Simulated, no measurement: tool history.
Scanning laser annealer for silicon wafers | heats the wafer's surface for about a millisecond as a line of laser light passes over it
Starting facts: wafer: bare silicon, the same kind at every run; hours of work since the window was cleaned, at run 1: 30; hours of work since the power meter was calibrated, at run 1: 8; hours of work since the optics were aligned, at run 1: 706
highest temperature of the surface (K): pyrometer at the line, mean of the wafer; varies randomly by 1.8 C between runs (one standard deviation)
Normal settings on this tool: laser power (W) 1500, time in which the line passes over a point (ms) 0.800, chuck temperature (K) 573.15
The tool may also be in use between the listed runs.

run,day,laser power (W),time in which the line passes over a point (ms),chuck temperature (K),hours of work since the window was cleaned,hours of work since the power meter was calibrated,hours of work since the optics were aligned,highest temperature of the surface (K)
1,0.000,1500,0.800,573.15,30,8,706,1326.15
2,0.462,1500,0.800,573.15,35,13,711,1324.15
3,0.788,1500,0.800,550.15,38,17,715,1302.15
4,1.108,1500,0.800,550.15,42,20,718,1299.15
5,1.458,1500,0.800,550.15,46,24,722,1300.15
6,1.775,1500,0.800,550.15,49,27,725,1303.15
7,2.242,1500,0.800,550.15,54,32,730,1301.15
8,2.679,1500,0.800,550.15,59,37,735,1303.15
9,3.008,1500,0.800,550.15,62,41,739,1302.15
10,3.404,1500,0.800,550.15,67,45,743,1301.15
11,3.775,1500,0.800,550.15,71,49,747,1297.15
12,4.129,1330,0.800,573.15,74,53,751,1245.15
13,4.438,1500,0.724,573.15,78,56,754,1284.15
# day 4.667: optics aligned, line set to its width
14,5.079,1500,0.724,573.15,82,61,4,1282.15
15,5.458,1500,0.724,573.15,86,65,9,1280.15
16,5.821,1500,0.724,573.15,90,69,12,1279.15
# day 6.333: optics aligned, line set to its width, once more
17,6.433,1500,0.724,573.15,95,73,1,1285.15
18,6.629,1500,0.800,573.15,97,75,3,1324.15
19,6.871,1500,0.800,573.15,99,78,6,1323.15
20,7.329,1500,0.800,573.15,104,83,11,1323.15
21,7.721,1500,0.800,573.15,109,87,15,1327.15
22,8.021,1379,0.590,561.15,112,90,18,1156.15
23,8.421,1379,0.590,561.15,116,95,23,1151.15
24,8.771,1379,0.590,561.15,120,98,26,1152.15
25,9.167,1379,0.590,561.15,124,103,31,1155.15
26,9.425,1285,0.599,573.15,127,105,33,1130.15
27,9.808,1560,0.760,587.15,131,110,37,1340.15
28,10.162,1281,0.657,550.15,135,113,41,1134.15
29,10.483,1582,0.729,590.15,138,117,45,1336.15
30,10.754,1493,0.760,553.15,141,120,48,1276.15
31,11.038,1493,0.760,553.15,144,123,51,1276.15
32,11.358,1562,0.886,538.15,148,126,54,1356.15
33,11.783,1526,0.886,600.15,152,131,59,1400.15
34,12.208,1500,0.800,536.15,157,135,63,1283.15
35,12.646,1337,0.609,554.15,162,140,68,1135.15
36,12.988,1337,0.609,554.15,165,144,72,1137.15
37,13.383,1337,0.647,557.15,170,148,76,1159.15
38,13.633,1541,0.647,551.15,172,151,79,1234.15
39,13.954,1541,0.647,551.15,176,154,82,1237.15
40,14.371,1541,0.647,551.15,180,159,87,1235.15
41,14.779,1597,0.647,566.15,185,163,91,1271.15
42,15.158,1576,0.647,566.15,189,167,95,1263.15

Branching from run 42: 3 alternative next runs. What would each branch give?
A,15.454,1309,0.661,541.15,192,170,98,?
B,15.454,1641,0.905,609.15,192,170,98,?
C,15.454,1516,0.647,566.15,192,170,98,?

run,highest temperature of the surface (K)
A,1136.15
B,1468.15
C,1238.15
With the hidden condition removed and each run's random variation left untouched, the same runs would have given:
run,highest temperature of the surface (K)
A,1145.15
B,1482.15
C,1249.15
